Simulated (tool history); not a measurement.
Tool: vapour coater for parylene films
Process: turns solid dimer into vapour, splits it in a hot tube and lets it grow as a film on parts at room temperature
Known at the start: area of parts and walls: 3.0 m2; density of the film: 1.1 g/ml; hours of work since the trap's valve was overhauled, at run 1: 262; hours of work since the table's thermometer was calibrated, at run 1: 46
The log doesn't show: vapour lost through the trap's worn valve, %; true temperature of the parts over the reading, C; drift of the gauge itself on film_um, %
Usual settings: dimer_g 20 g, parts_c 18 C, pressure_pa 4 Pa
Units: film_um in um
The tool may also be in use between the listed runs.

run,hour,dimer_g,parts_c,pressure_pa,hours of work since the trap's valve was overhauled,hours of work since the table's thermometer was calibrated,film_um
1,0,20,18,4,262,46,4.71
2,6.6,19,18,4,268,52,4.46
3,20.2,20,16,4,279,63,4.91
4,32.4,20,16,4,290,74,4.98
5,44.4,20,16,4,300,84,5.01
6,59.3,21,18,4,313,96,4.9
7,68.3,20,18,10.16,320,104,4.04
8,83.2,20,18,10.16,333,117,4.04
9,98.8,20,18,10.16,346,130,4.05
10,107.1,20,18,4,353,137,4.67
11,113.9,20,18,4,359,143,4.66
12,122.7,20,18,4,366,150,4.68
13,131.3,20,18,3.48,374,157,4.8
14,141.1,20,28,4,382,166,3.46
15,152.7,20,18,4,392,176,4.7
16,162.2,20,18,4,400,184,4.68
17,169.9,20,18,4,406,190,4.7
18,182.1,20,18,4,417,201,4.66
19,190.5,20,18,4,424,208,4.66
20,202,20,18,4,434,217,4.64
# hour 209.5: trap's valve overhauled
21,213.9,20,18,4,4,224,4.68
22,222.9,12,18,2.98,11,232,2.95
23,230.3,13,14,10.5,18,238,2.92
24,237.2,13,14,10.5,23,244,2.92
25,249.8,32,11,9.81,34,255,8
26,263.5,14,10,3.24,46,266,4.16
27,273.7,36,25,7.26,54,275,6.18
28,288.2,36,25,7.26,67,287,6.19
29,302,10,25,2.61,79,299,2.02
30,312.6,11,11,8.68,87,308,2.81
31,325.3,10,17,4,98,319,2.41
32,337.6,10,17,4,109,329,2.4
33,345,20,28,10.84,115,335,2.96
34,355.8,25,13,10.84,124,345,5.82
35,370.3,14,18,8.48,136,357,2.91
36,380.5,10,18,2.57,145,366,2.51
37,388.3,10,18,2.57,152,372,2.51

4 ways to go on from here, each from the tool as it stands after run 37. What would each give?
A,404.2,19,12,2.69,165,386,?
B,404.2,9,18,6.48,165,386,?
C,404.2,10,24,2.57,165,386,?
D,404.2,17,12,4.71,165,386,?

run,film_um
A,5.63
B,1.94
C,2.1
D,4.64
Without the tool's hidden state the same runs would have given:
run,film_um
A,5.64
B,1.94
C,2.1
D,4.64

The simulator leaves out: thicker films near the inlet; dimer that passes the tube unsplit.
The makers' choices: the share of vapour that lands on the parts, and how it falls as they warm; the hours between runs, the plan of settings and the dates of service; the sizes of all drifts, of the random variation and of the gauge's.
